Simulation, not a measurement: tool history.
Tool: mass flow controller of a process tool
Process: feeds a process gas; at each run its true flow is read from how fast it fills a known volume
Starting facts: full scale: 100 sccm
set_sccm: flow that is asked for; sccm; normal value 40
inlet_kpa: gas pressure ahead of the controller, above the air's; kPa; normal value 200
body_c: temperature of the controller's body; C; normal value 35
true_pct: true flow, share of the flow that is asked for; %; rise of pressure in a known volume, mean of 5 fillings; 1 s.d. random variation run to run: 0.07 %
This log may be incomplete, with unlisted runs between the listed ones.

run,day,set_sccm,inlet_kpa,body_c,true_pct
1,0,40,200,35,100.55
2,3.621,40,221,35,100.57
3,7.079,40,182,35,100.49
4,11.462,40,200,23,100.22
5,13.862,40,200,35,100.63
6,16.042,40,200,35,100.61
# day 16.375: controller's zero set anew
7,18.15,40,200,35,101.82
8,20.012,27,246,33,103.11
# day 23.254: controller's zero set anew, once more
9,24.429,27,246,33,98.88
10,27.012,61,142,30,99.11
11,31.354,61,142,30,99.11
12,34.917,28,198,35,98.86

Consider 4 possible next runs. They are alternatives, not a sequence: every one starts from the tool as it was left by run 12. What does each give?
A,37.262,40,200,31,?
B,37.262,67,209,21,?
C,37.262,57,198,35,?
D,37.262,11,198,22,?

run,true_pct
A,99.07
B,99.63
C,99.65
D,98.18
Had the tool no hidden state, the same runs would have come out as:
run,true_pct
A,98.23
B,98.86
C,98.86
D,96.88
